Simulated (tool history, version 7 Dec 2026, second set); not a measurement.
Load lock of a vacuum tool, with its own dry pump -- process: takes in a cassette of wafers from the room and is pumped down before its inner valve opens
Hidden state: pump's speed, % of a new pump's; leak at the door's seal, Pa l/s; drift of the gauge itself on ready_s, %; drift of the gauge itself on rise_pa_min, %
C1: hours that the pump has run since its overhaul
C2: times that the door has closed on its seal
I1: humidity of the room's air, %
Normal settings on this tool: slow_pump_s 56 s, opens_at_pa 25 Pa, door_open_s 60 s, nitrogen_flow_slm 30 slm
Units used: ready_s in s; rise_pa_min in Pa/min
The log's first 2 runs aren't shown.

Run 3, hour 157: usual settings but opens_at_pa 19 Pa; C1 1452; C2 14432; I1 38.3. Result: ready_s 117.6 s, rise_pa_min 0.171 Pa/min.
Run 4, hour 216.5: usual settings but door_open_s 131 s; C1 1511; C2 14613; I1 46. Result: ready_s 114.1 s, rise_pa_min 0.195 Pa/min.
Run 5, hour 308.1: usual settings but door_open_s 131 s; C1 1603; C2 14891; I1 43.4. Result: ready_s 113.8 s, rise_pa_min 0.193 Pa/min.
Run 6, hour 403.2: usual settings but door_open_s 131 s; C1 1698; C2 15181; I1 46.6. Result: ready_s 114.7 s, rise_pa_min 0.208 Pa/min.
Run 7, hour 470.1: usual settings but door_open_s 131 s; C1 1765; C2 15384; I1 41.7. Result: ready_s 113.8 s, rise_pa_min 0.207 Pa/min.
Run 8, hour 527.6: usual settings; C1 1822; C2 15560; I1 46.7. Result: ready_s 114.5 s, rise_pa_min 0.192 Pa/min.
Run 9, hour 591.5: usual settings but door_open_s 26 s; C1 1886; C2 15754; I1 46.2. Result: ready_s 115.2 s, rise_pa_min 0.187 Pa/min.
Run 10, hour 665.9: usual settings but door_open_s 26 s; C1 1961; C2 15980; I1 44.2. Result: ready_s 115 s, rise_pa_min 0.19 Pa/min.
Run 11, hour 710.6: usual settings but opens_at_pa 21 Pa; C1 2005; C2 16116; I1 45.9. Result: ready_s 116.1 s, rise_pa_min 0.209 Pa/min.
Run 12, hour 795: usual settings but slow_pump_s 32 s, opens_at_pa 21 Pa; C1 2090; C2 16373; I1 42.3. Result: ready_s 98.7 s, rise_pa_min 0.207 Pa/min.
Run 13, hour 888.3: usual settings but slow_pump_s 32 s, opens_at_pa 21 Pa; C1 2183; C2 16657; I1 42.4. Result: ready_s 99.5 s, rise_pa_min 0.213 Pa/min.
Run 14, hour 970.7: usual settings but slow_pump_s 71 s; C1 2265; C2 16908; I1 43.9. Result: ready_s 124.6 s, rise_pa_min 0.218 Pa/min.
Run 15, hour 1066.1: usual settings but slow_pump_s 71 s; C1 2361; C2 17198; I1 43.7. Result: ready_s 124.2 s, rise_pa_min 0.222 Pa/min.
Run 16, hour 1138.2: usual settings but slow_pump_s 71 s; C1 2433; C2 17417; I1 46.9. Result: ready_s 124.5 s, rise_pa_min 0.224 Pa/min.
Run 17, hour 1206: usual settings but slow_pump_s 71 s; C1 2501; C2 17624; I1 42.7. Result: ready_s 127 s, rise_pa_min 0.228 Pa/min.
Run 18, hour 1288.7: usual settings but slow_pump_s 71 s; C1 2583; C2 17875; I1 47.2. Result: ready_s 125.3 s, rise_pa_min 0.242 Pa/min.
Run 19, hour 1334: usual settings but door_open_s 27 s; C1 2629; C2 18013; I1 47.1. Result: ready_s 115.5 s, rise_pa_min 0.225 Pa/min.

For run 20, what comes out?
Run 20, hour 1379.5: usual settings but door_open_s 31 s; C1 2674; C2 18152; I1 47.9. Result: ready_s ?, rise_pa_min ?.

For run 20 the tool returned ready_s 115.1 s, rise_pa_min 0.233 Pa/min.
With no hidden state in the tool, this same run would have given ready_s 113.2 s, rise_pa_min 0.026 Pa/min.
